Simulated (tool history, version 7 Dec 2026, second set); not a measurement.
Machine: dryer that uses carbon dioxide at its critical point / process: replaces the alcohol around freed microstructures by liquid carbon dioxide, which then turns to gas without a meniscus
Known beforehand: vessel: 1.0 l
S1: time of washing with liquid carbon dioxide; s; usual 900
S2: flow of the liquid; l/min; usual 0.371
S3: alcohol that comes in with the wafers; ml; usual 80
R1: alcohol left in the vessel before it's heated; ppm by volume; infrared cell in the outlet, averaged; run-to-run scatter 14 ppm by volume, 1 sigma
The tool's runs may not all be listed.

run,day,S1,S2,S3,R1
1,0.000,900,0.371,80,954
2,1.833,660,0.371,80,3083
3,4.096,660,0.371,24,946
4,5.838,1260,0.371,80,205
5,8.429,900,0.371,80,1011
6,10.342,900,0.371,80,1057
7,11.646,900,0.371,80,1030
8,13.662,900,0.371,80,1078
9,15.767,900,0.371,114,1489
10,17.988,900,0.371,55,793
11,20.088,900,0.371,55,805
12,21.762,900,0.371,55,805
13,24.071,900,0.371,55,849
14,26.450,900,0.371,55,841
15,28.750,900,0.371,80,1237
16,31.212,900,0.371,80,1268
17,33.825,900,0.539,80,276
# day 34.175: inlet filter changed
18,35.729,900,0.539,80,227
19,37.262,900,0.539,80,240
20,39.208,900,0.539,80,232
21,41.142,900,0.539,80,241
22,43.404,900,0.371,80,1083
23,45.079,900,0.371,80,1063
24,47.121,900,0.407,80,779
25,49.521,900,0.407,80,767
26,51.033,1380,0.371,67,233
27,53.196,840,0.597,24,193
28,54.696,840,0.371,36,770
29,57.229,840,0.371,36,780
30,59.717,900,0.354,47,955
# day 60.171: purifier's bed changed
31,61.079,900,0.323,40,928
32,62.242,900,0.323,40,968
33,63.375,900,0.371,73,962
34,65.304,900,0.371,73,1034
35,67.583,900,0.371,73,1018
36,69.304,840,0.457,80,600
37,70.942,900,0.330,58,1415
38,72.321,900,0.330,58,1379
39,74.971,540,0.232,113,24015
# day 77.158: inlet filter changed
40,77.183,540,0.232,113,21383
41,78.746,600,0.520,41,620
42,80.883,600,0.520,41,633
43,83.296,600,0.520,41,650

For run 44, what comes out?
44,85.054,1080,0.322,41,?

{"run 44": {"R1": 461}}
Take away the tool's hidden state, keep the run-to-run variation as it was, and the same run would have given R1 368 ppm by volume.

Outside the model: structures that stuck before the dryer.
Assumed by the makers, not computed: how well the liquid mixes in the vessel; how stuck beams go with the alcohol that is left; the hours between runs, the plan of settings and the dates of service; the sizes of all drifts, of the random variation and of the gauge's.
